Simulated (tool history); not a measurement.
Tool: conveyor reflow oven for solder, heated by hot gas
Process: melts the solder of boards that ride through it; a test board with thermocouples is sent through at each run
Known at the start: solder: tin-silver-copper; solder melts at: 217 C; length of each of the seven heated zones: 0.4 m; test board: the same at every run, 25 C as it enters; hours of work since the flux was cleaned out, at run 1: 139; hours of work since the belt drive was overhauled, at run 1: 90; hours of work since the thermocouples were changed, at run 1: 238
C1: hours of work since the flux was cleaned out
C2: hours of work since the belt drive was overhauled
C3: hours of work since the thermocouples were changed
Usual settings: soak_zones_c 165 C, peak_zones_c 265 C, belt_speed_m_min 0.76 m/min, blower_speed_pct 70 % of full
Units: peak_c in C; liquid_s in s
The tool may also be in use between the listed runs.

Run 1, hour 0: usual settings; C1 139; C2 90; C3 238. Result: peak_c 250.9 C, liquid_s 44.7 s.
Run 2, hour 10: usual settings; C1 144; C2 96; C3 243. Result: peak_c 251.1 C, liquid_s 44.7 s.
Run 3, hour 18.4: usual settings; C1 148; C2 100; C3 247. Result: peak_c 250.9 C, liquid_s 44.6 s.
Run 4, hour 23.6: usual settings; C1 151; C2 103; C3 250. Result: peak_c 251.1 C, liquid_s 44.8 s.
Run 5, hour 30.1: usual settings but belt_speed_m_min 0.736 m/min; C1 155; C2 106; C3 253. Result: peak_c 252.2 C, liquid_s 46.9 s.
Run 6, hour 39.7: usual settings but belt_speed_m_min 0.736 m/min; C1 160; C2 111; C3 258. Result: peak_c 252.1 C, liquid_s 47 s.
Run 7, hour 51.3: usual settings but peak_zones_c 266 C; C1 166; C2 117; C3 264. Result: peak_c 251.8 C, liquid_s 44.9 s.
Run 8, hour 58.5: usual settings; C1 169; C2 121; C3 268. Result: peak_c 250.8 C, liquid_s 44.5 s.
Run 9, hour 64.8: usual settings but soak_zones_c 176 C, peak_zones_c 280 C, belt_speed_m_min 0.756 m/min, blower_speed_pct 69 % of full; C1 173; C2 124; C3 272. Result: peak_c 265.9 C, liquid_s 55 s.
Run 10, hour 72.6: usual settings but soak_zones_c 180 C, blower_speed_pct 80 % of full; C1 177; C2 129; C3 276. Result: peak_c 254.8 C, liquid_s 51.5 s.

Run 11 comes next. What will it give?
Run 11, hour 78.1: usual settings but soak_zones_c 180 C, belt_speed_m_min 0.898 m/min, blower_speed_pct 80 % of full; C1 180; C2 131; C3 278. Result: peak_c ?, liquid_s ?.

{"run 11": {"peak_c": 250.3, "liquid_s": 40.4}}
Without the tool's hidden state the same run would have given peak_c 251.8 C, liquid_s 41.6 s.
